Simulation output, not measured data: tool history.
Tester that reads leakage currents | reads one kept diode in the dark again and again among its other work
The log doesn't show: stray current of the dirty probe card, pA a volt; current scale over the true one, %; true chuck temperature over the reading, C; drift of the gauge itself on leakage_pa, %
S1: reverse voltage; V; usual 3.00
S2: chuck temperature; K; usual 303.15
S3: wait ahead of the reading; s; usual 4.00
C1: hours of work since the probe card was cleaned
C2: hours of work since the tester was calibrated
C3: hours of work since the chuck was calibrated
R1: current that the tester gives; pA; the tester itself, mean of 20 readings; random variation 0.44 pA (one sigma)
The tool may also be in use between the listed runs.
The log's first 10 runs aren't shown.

Run 11, hour 211.1: usual settings but S1 3.93 V; C1 1382; C2 776; C3 830. Result: R1 160.16 pA.
Run 12, hour 236.0: usual settings but S1 16.61 V; C1 1397; C2 791; C3 845. Result: R1 248.91 pA.
Run 13, hour 252.8: usual settings but S3 1.88 s; C1 1407; C2 801; C3 855. Result: R1 146.81 pA.
Run 14, hour 281.3: usual settings but S1 3.98 V; C1 1424; C2 818; C3 872. Result: R1 160.83 pA.
Run 15, hour 307.9: usual settings but S1 3.98 V; C1 1440; C2 834; C3 888. Result: R1 159.54 pA.
Run 16, hour 333.2: usual settings but S1 3.98 V, S3 3.29 s; C1 1455; C2 849; C3 903. Result: R1 160.25 pA.
At hour 349.6: probe card cleaned and baked.
Run 17, hour 360.4: usual settings but S1 3.17 V; C1 6; C2 864; C3 917. Result: R1 149.38 pA.
Run 18, hour 383.1: usual settings but S1 3.17 V; C1 20; C2 877; C3 931. Result: R1 149.62 pA.
Run 19, hour 400.2: usual settings but S1 3.17 V, S3 1.05 s; C1 30; C2 887; C3 941. Result: R1 149.43 pA.
Run 20, hour 422.8: usual settings but S1 3.17 V, S3 1.05 s; C1 44; C2 901; C3 955. Result: R1 149.59 pA.
Run 21, hour 441.0: usual settings but S1 3.17 V, S3 1.05 s; C1 55; C2 912; C3 966. Result: R1 150.05 pA.
Run 22, hour 465.2: usual settings but S1 1.23 V, S2 296.15 K; C1 69; C2 926; C3 980. Result: R1 60.86 pA.
Run 23, hour 494.5: usual settings but S1 7.56 V, S2 310.15 K, S3 1.26 s; C1 87; C2 944; C3 998. Result: R1 347.55 pA.

Run 24 comes next. What will it give?
Run 24, hour 518.6: usual settings but S1 2.82 V, S3 8.43 s; C1 101; C2 958; C3 1012. Result: R1 ?.

R1: 144.39 pA
Without the tool's hidden state the same run would have given R1 144.62 pA.
